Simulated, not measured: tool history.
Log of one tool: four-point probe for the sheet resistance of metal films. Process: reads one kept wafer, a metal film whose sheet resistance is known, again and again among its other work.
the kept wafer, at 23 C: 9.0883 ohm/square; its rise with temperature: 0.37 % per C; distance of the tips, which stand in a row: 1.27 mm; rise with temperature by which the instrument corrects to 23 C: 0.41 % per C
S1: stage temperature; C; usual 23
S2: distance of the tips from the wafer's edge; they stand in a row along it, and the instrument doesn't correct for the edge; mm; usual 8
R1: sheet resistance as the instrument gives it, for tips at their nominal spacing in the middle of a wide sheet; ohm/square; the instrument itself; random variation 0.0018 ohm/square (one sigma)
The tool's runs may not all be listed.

run	day	S1	S2	R1
1	0	23	8	9.157155
2	0.621	23	8	9.1539
3	1.858	23	8	9.155063
4	3.162	23	8	9.154976
5	4.438	23	8	9.154754
6	5.146	23	8	9.154632
7	5.917	23	8	9.153149
8	7.217	23	8	9.153599
9	8.371	23	8	9.15145
10	9.583	23	17	9.056399
11	10.254	23	13	9.076496
12	11.55	19	61	9.047359
13	12.917	22	14	9.069884
14	13.812	22	14	9.070439

The next listed run, before its measurement:
15	14.704	29	33	?

Run 15 gave R1 9.012516 ohm/square.
Without the tool's hidden state the same run would have given R1 9.073995 ohm/square.
